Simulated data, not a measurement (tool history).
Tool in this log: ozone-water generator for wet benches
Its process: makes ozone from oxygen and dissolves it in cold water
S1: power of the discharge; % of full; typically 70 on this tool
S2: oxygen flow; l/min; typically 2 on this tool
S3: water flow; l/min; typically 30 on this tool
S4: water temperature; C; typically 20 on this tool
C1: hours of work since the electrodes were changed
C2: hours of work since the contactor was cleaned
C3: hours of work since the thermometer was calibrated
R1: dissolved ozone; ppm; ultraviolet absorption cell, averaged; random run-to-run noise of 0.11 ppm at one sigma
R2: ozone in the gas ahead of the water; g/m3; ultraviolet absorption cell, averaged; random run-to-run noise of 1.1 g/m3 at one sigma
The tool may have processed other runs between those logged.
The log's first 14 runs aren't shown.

run    hour  S1    S2  S3  S4    C1    C2    C3    R1     R2
 15   987.3  70     2  30  20  2051  1633   922     9  206.8
 16  1038.4  70     2  30  20  2085  1667   956   8.9    206
     1061.9  -- gauge calibrated
 17  1104.9  70     2  30  20  2130  1711  1001     9  198.5
 18  1170.4  41  3.11  46  14  2173  1755  1044   4.4  108.9
 19  1237.9  76  3.11  26  14  2218  1800  1089  12.9  170.1
 20  1302.7  70     2  30  14  2262  1843  1133   9.1  202.5
 21  1366.2  70     2  30  14  2304  1885  1175   9.2  203.8
 22  1447.9  40     2  48  17  2358  1940  1229   3.5    132
 23  1520.3  40     2  48  17  2407  1988  1278   3.5  134.1
 24  1593.7  40     2  34  17  2456  2037  1326   5.5    135
 25    1649  55  1.46  44  15  2492  2074  1363   4.4  199.1
 26  1701.2  55  1.46  44  15  2527  2108  1398   4.3  201.8
 27  1784.9  50  1.71  26  12  2583  2164  1454   7.8  172.1
 28  1873.3  84  1.71  26  12  2642  2223  1513  11.8  254.5
 29  1971.3  76   3.4  21  23  2707  2289  1578  14.7  168.6
 30  2026.6  76  1.16  21  23  2744  2325  1615  11.5  289.9
     2070.9  -- contactor cleaned
 31  2126.1  71  2.16  23  20  2808    37  1679  12.1    201
 32  2209.5  43  2.09  29  14  2863    92  1734   7.1  140.9

Alternative continuations, all from the tool just after run 32; predict every row:
  A  2260.1  46  1.38  41  14  2897  126  1768   ?   ?
  B  2260.1  43   1.3  44  26  2897  126  1768   ?   ?
  C  2260.1  70  1.91  30  20  2897  126  1768   ?   ?
  D  2260.1  96  2.09  31  19  2897  126  1768   ?   ?

run    R1     R2
  A   4.1  183.8
  B   3.4  179.4
  C   8.9    213
  D  11.3  254.8
Had the tool no hidden state, the same runs would have come out as:
run    R1     R2
  A   4.1  178.2
  B   3.4  173.9
  C   8.9  206.5
  D  11.3  247.1

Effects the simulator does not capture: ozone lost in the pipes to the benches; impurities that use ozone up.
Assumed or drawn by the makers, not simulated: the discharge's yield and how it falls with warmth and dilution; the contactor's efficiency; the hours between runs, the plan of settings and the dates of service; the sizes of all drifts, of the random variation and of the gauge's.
